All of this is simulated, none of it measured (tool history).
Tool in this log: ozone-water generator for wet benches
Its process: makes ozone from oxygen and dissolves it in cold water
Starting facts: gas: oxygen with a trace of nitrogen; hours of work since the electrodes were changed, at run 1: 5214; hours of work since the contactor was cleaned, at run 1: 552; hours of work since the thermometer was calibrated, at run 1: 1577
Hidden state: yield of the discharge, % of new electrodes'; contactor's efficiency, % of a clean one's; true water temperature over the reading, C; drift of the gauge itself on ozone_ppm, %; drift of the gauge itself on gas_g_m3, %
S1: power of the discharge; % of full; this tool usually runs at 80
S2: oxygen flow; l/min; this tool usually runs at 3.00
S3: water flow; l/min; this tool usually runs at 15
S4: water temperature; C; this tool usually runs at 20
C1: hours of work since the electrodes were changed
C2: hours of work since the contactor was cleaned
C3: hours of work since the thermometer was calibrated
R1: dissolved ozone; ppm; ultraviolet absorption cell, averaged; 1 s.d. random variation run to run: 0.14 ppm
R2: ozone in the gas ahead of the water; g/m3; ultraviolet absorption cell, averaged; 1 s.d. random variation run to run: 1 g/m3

run 1 hour=0.0 | S1=80 S2=3.00 S3=15 S4=20 | C1=5214 C2=552 C3=1577 | R1=16.9 R2=173.1
run 2 hour=165.1 | S1=80 S2=3.00 S3=15 S4=20 | C1=5339 C2=677 C3=1703 | R1=17.1 R2=170.7
run 3 hour=347.4 | S1=80 S2=3.00 S3=15 S4=20 | C1=5478 C2=816 C3=1841 | R1=16.7 R2=172.4
run 4 hour=495.5 | S1=80 S2=3.00 S3=15 S4=20 | C1=5590 C2=928 C3=1954 | R1=16.8 R2=172.6
run 5 hour=619.4 | S1=80 S2=3.00 S3=15 S4=20 | C1=5685 C2=1022 C3=2048 | R1=16.9 R2=171.5
run 6 hour=773.3 | S1=80 S2=3.00 S3=15 S4=20 | C1=5802 C2=1139 C3=2165 | R1=16.6 R2=171.7
run 7 hour=945.3 | S1=80 S2=3.00 S3=15 S4=20 | C1=5932 C2=1270 C3=2296 | R1=16.8 R2=171.5
run 8 hour=1149.5 | S1=80 S2=3.00 S3=16 S4=20 | C1=6088 C2=1425 C3=2451 | R1=16.1 R2=169.4
run 9 hour=1306.5 | S1=80 S2=3.00 S3=15 S4=20 | C1=6207 C2=1545 C3=2570 | R1=16.9 R2=171.5
run 10 hour=1478.3 | S1=80 S2=5.24 S3=15 S4=20 | C1=6338 C2=1675 C3=2701 | R1=17.5 R2=130.8
run 11 hour=1568.2 | S1=80 S2=5.24 S3=15 S4=20 | C1=6406 C2=1744 C3=2769 | R1=17.3 R2=131.0
run 12 hour=1675.7 | S1=80 S2=5.24 S3=15 S4=20 | C1=6488 C2=1825 C3=2851 | R1=17.4 R2=130.9
run 13 hour=1883.5 | S1=80 S2=5.24 S3=15 S4=20 | C1=6646 C2=1983 C3=3009 | R1=17.4 R2=131.5
run 14 hour=2068.3 | S1=80 S2=5.24 S3=15 S4=20 | C1=6786 C2=2124 C3=3149 | R1=17.6 R2=131.2
run 15 hour=2205.7 | S1=80 S2=5.24 S3=15 S4=20 | C1=6890 C2=2228 C3=3254 | R1=17.3 R2=128.7
run 16 hour=2370.4 | S1=80 S2=5.24 S3=15 S4=20 | C1=7016 C2=2353 C3=3379 | R1=17.4 R2=131.3
run 17 hour=2466.3 | S1=80 S2=5.07 S3=23 S4=20 | C1=7089 C2=2426 C3=3452 | R1=12.7 R2=131.5
run 18 hour=2575.0 | S1=80 S2=5.07 S3=23 S4=20 | C1=7171 C2=2509 C3=3535 | R1=12.6 R2=131.0
run 19 hour=2776.5 | S1=74 S2=3.00 S3=15 S4=26 | C1=7324 C2=2662 C3=3688 | R1=14.6 R2=161.3
run 20 hour=2910.5 | S1=80 S2=3.00 S3=15 S4=13 | C1=7426 C2=2764 C3=3790 | R1=18.2 R2=168.6
-- hour=3014.8 water thermometer calibrated
run 21 hour=3103.4 | S1=80 S2=2.12 S3=15 S4=14 | C1=7572 C2=2910 C3=67 | R1=16.9 R2=197.9
run 22 hour=3268.7 | S1=80 S2=2.12 S3=15 S4=14 | C1=7698 C2=3036 C3=193 | R1=16.8 R2=197.8
run 23 hour=3481.7 | S1=73 S2=2.90 S3=10 S4=14 | C1=7860 C2=3198 C3=355 | R1=23.4 R2=160.8
run 24 hour=3632.3 | S1=80 S2=3.10 S3=15 S4=20 | C1=7975 C2=3312 C3=469 | R1=16.8 R2=165.7
run 25 hour=3733.4 | S1=56 S2=3.00 S3=15 S4=20 | C1=8051 C2=3389 C3=546 | R1=13.1 R2=131.3
run 26 hour=3914.8 | S1=43 S2=4.30 S3=19 S4=20 | C1=8189 C2=3527 C3=684 | R1=9.4 R2=91.9
-- hour=3952.5 electrodes of the discharge changed
run 27 hour=4085.6 | S1=43 S2=4.30 S3=19 S4=20 | C1=101 C2=3652 C3=809 | R1=9.5 R2=92.0
run 28 hour=4288.2 | S1=54 S2=4.30 S3=10 S4=20 | C1=255 C2=3806 C3=963 | R1=17.4 R2=108.6
run 29 hour=4405.9 | S1=75 S2=3.85 S3=16 S4=14 | C1=345 C2=3896 C3=1053 | R1=16.8 R2=142.8
-- hour=4437.8 gauge calibrated
run 30 hour=4508.6 | S1=75 S2=3.85 S3=17 S4=12 | C1=423 C2=3974 C3=1131 | R1=16.7 R2=146.4
run 31 hour=4722.3 | S1=80 S2=3.00 S3=11 S4=16 | C1=585 C2=4136 C3=1293 | R1=23.0 R2=171.3
run 32 hour=4821.2 | S1=49 S2=3.00 S3=17 S4=22 | C1=660 C2=4212 C3=1369 | R1=10.6 R2=121.8

Here are 4 independent what-if runs from the current tool condition. What would each one return?
run A hour=4969.8 | S1=49 S2=1.67 S3=17 S4=22 | C1=773 C2=4325 C3=1482 | R1=? R2=?
run B hour=4969.8 | S1=50 S2=3.00 S3=22 S4=25 | C1=773 C2=4325 C3=1482 | R1=? R2=?
run C hour=4969.8 | S1=49 S2=2.54 S3=11 S4=15 | C1=773 C2=4325 C3=1482 | R1=? R2=?
run D hour=4969.8 | S1=49 S2=4.22 S3=17 S4=22 | C1=773 C2=4325 C3=1482 | R1=? R2=?

run=A R1=9.5 R2=161.3
run=B R1=8.4 R2=123.1
run=C R1=16.3 R2=133.3
run=D R1=11.0 R2=103.4
Take away the tool's hidden state, keep each run's random variation, and the runs would have read:
run=A R1=9.5 R2=162.0
run=B R1=8.4 R2=123.5
run=C R1=16.3 R2=133.8
run=D R1=11.0 R2=103.8
